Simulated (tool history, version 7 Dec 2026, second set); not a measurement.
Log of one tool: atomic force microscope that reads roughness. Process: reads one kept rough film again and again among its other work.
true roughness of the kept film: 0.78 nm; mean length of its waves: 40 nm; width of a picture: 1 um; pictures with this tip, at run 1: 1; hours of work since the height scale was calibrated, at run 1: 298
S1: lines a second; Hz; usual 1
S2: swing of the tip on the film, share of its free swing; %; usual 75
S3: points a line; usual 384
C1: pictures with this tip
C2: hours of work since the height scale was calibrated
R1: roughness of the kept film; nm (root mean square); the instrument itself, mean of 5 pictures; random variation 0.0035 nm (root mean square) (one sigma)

run,hour,S1,S2,S3,C1,C2,R1
1,0,1,75,384,1,298,0.707
2,9.6,1,75,381,14,303,0.704
3,19,1,75,381,25,308,0.707
4,38,1,75,384,49,318,0.709
5,52,1,75,384,67,326,0.708
6,68,1,75,384,87,335,0.692
7,84.9,1,75,877,108,344,0.698
8,93.6,0.93,75,384,119,349,0.698
9,109.4,0.93,75,384,139,358,0.696
10,118.3,1,75,391,150,362,0.688
11,137.5,1,79,384,175,373,0.681
12,145.6,0.54,79,384,185,377,0.711
13,161.4,0.54,79,384,205,386,0.705
14,175.9,0.54,79,384,223,394,0.705
15,185.6,0.54,79,384,235,399,0.711
16,195.8,0.54,79,384,248,405,0.707
17,204.4,0.54,79,384,259,410,0.701
# hour 213.9: new tip fitted
18,218.9,0.54,79,384,6,417,0.726
19,230.4,0.53,69,291,21,424,0.741
20,245.1,0.87,89,889,39,432,0.667
21,256.6,0.87,65,321,54,438,0.732
22,272.2,1.53,89,493,74,447,0.6
23,291.7,1.26,71,447,98,457,0.697
24,304.2,1.26,83,447,114,464,0.649
25,315.2,3.8,75,304,128,470,0.565
26,328.6,1.69,59,414,145,478,0.709
27,339.6,0.79,58,707,158,484,0.734
28,354.7,0.5,83,707,177,492,0.709
29,367.1,0.5,83,707,193,499,0.708
30,382.2,0.5,66,755,212,507,0.732
31,399.7,0.5,66,755,234,517,0.722
32,417.9,1,79,384,257,527,0.674
# hour 427.7: new tip fitted
33,432,1.19,69,384,5,534,0.716
34,441.3,0.65,75,517,17,539,0.724
35,451.9,0.71,57,864,30,545,0.746

Some steps in R1 between neighbouring runs. How much of each would the tool show without its hidden state too (settings, what came in, random variation), and how much is left for the hidden state, with any gauge scatter that isn't in both results?
The hidden state here: radius of the tip, nm; height scale over the true one, %; drift of the gauge itself on roughness_nm, %.
Run 17 -> 18: new tip fitted. R1 +0.025 nm (root mean square): hidden state +0.024, all else +0.001.
Run 21 -> 22: S1 0.87 -> 1.53, S2 65 -> 89, S3 321 -> 493. R1 -0.132 nm (root mean square): hidden state -0.001, all else -0.131.
Run 22 -> 23: S1 1.53 -> 1.26, S2 89 -> 71, S3 493 -> 447. R1 +0.097 nm (root mean square): hidden state -0.004, all else +0.101.
Run 25 -> 26: S1 3.8 -> 1.69, S2 75 -> 59, S3 304 -> 414. R1 +0.144 nm (root mean square): hidden state -0.004, all else +0.148.
Run 32 -> 33: S1 1 -> 1.19, S2 79 -> 69, new tip fitted. R1 +0.042 nm (root mean square): hidden state +0.022, all else +0.02.
